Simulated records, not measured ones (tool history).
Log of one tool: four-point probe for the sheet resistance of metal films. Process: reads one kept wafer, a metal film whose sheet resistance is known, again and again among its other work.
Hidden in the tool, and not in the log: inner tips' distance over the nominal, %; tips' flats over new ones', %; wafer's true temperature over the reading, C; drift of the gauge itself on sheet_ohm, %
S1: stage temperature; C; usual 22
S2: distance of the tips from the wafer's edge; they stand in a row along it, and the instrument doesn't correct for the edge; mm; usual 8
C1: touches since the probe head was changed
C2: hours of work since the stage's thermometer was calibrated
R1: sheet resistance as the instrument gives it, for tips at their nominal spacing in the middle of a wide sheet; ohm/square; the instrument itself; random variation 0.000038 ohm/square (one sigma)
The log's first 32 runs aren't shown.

run,hour,S1,S2,C1,C2,R1
33,531.8,26,54,104103,87,0.190164
34,543.3,30,16,104619,93,0.190628
35,553.9,30,16,105092,98,0.190726
36,577.3,25,8,106144,110,0.192749
37,599.9,19,40,107158,121,0.190454
38,622.9,19,40,108194,133,0.190513
39,639.3,19,40,108929,141,0.190516
40,663.3,19,40,110009,153,0.190528
41,675.7,30,4,110566,160,0.19988
42,695.1,32,35,111437,170,0.190178
43,713.6,19,8,112266,179,0.193063

3 ways to go on from here, each from the tool as it stands after run 43. What would each give?
A,728.2,26,22,112922,186,?
B,728.2,27,14,112922,186,?
C,728.2,24,8,112922,186,?

run,R1
A,0.190643
B,0.191109
C,0.192874
Without the tool's hidden state the same runs would have given:
run,R1
A,0.189165
B,0.189628
C,0.19138
